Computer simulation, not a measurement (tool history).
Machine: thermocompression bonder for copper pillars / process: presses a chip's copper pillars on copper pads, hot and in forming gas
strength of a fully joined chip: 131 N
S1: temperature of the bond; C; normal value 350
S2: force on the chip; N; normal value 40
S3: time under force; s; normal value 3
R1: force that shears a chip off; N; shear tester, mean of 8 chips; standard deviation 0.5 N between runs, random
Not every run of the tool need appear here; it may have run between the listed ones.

run   hour   S1  S2  S3     R1
  1      0  350  40   3   69.8
  2   17.7  350  40   3   71.8
  3   35.5  350  40   3   71.7
  4     45  350  40   3   71.1
  5   53.5  350  40   3   70.3
  6   70.7  350  40   3   70.9
  7   80.1  350  40   3   70.8
  8   88.8  350  40   3   70.4
  9  106.9  350  40   3   70.7
 10  124.5  350  40   3   69.8
 11  134.5  342  40   3   65.1
 12  148.9  342  40   3   64.4
 13  164.7  326  40   2   47.1
     167.5  -- heater calibrated with a thermocouple chip
 14  182.5  326  40   2   45.9
 15  199.1  326  40   2   46.1
 16  208.4  353  42   2   64.6
 17  219.8  353  42   2   63.6
 18    231  372  36   9  101.3
 19    244  372  32   9   95.3
 20  254.6  355  31   2   49.2

Branching from run 20: 5 alternative next runs. What would each branch give?
     261.3  -- heater calibrated with a thermocouple chip, once more
  A   269  374  41   2   ?
     261.3  -- heater calibrated with a thermocouple chip, once more
  B   269  321  32   3   ?
     261.3  -- heater calibrated with a thermocouple chip, once more
  C   269  365  31   2   ?
     261.3  -- heater calibrated with a thermocouple chip, once more
  D   269  361  49   7   ?
     261.3  -- heater calibrated with a thermocouple chip, once more
  E   269  364  41   4   ?

run     R1
  A   80.5
  B   45.3
  C     59
  D  111.7
  E   91.5
Had the tool no hidden state, the same runs would have come out as:
run     R1
  A   80.4
  B   45.1
  C   58.7
  D  112.3
  E   91.6
